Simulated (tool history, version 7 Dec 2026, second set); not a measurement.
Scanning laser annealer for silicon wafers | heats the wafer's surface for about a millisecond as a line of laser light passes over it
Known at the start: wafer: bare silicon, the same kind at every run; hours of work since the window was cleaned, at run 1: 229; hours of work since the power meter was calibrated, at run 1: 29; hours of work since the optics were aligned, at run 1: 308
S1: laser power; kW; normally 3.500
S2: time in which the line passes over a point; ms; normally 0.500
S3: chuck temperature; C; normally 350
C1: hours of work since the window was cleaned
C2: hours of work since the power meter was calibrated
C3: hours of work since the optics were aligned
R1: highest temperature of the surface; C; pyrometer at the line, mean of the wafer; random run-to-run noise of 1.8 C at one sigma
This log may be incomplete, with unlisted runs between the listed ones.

| run | hour | S1 | S2 | S3 | C1 | C2 | C3 | R1 |
|---|---|---|---|---|---|---|---|---|
| 1 | 0.0 | 3.500 | 0.500 | 350 | 229 | 29 | 308 | 1053 |
| 2 | 14.6 | 3.500 | 0.500 | 350 | 241 | 41 | 319 | 1056 |
| 3 | 27.8 | 3.500 | 0.500 | 350 | 251 | 51 | 330 | 1058 |
| 4 | 37.1 | 3.500 | 0.500 | 350 | 258 | 58 | 337 | 1058 |
| 5 | 48.6 | 3.500 | 0.500 | 381 | 267 | 68 | 346 | 1086 |
| 6 | 59.4 | 3.500 | 0.500 | 381 | 276 | 76 | 354 | 1086 |
| 7 | 67.9 | 3.500 | 0.449 | 350 | 282 | 83 | 361 | 1012 |
| 8 | 75.8 | 3.575 | 0.554 | 352 | 289 | 89 | 367 | 1115 |
| 9 | 89.0 | 3.575 | 0.554 | 352 | 299 | 99 | 377 | 1115 |
| 10 | 97.5 | 3.799 | 0.554 | 317 | 306 | 106 | 384 | 1139 |
| 11 | 107.5 | 3.799 | 0.554 | 317 | 313 | 114 | 392 | 1132 |
| 12 | 117.8 | 3.345 | 0.554 | 317 | 322 | 122 | 400 | 1023 |
| 13 | 125.9 | 3.255 | 0.500 | 332 | 328 | 128 | 406 | 972 |

Below are 3 alternative next runs, each starting from the tool's condition after run 13. Predict each:
| A | 132.9 | 3.102 | 0.592 | 370 | 333 | 133 | 412 | ? |
| B | 132.9 | 3.255 | 0.552 | 332 | 333 | 133 | 412 | ? |
| C | 132.9 | 3.255 | 0.531 | 348 | 333 | 133 | 412 | ? |

| run | R1 |
|---|---|
| A | 1039 |
| B | 1012 |
| C | 1009 |
With the hidden condition removed and each run's random variation left untouched, the same runs would have given:
| run | R1 |
|---|---|
| A | 1064 |
| B | 1037 |
| C | 1033 |

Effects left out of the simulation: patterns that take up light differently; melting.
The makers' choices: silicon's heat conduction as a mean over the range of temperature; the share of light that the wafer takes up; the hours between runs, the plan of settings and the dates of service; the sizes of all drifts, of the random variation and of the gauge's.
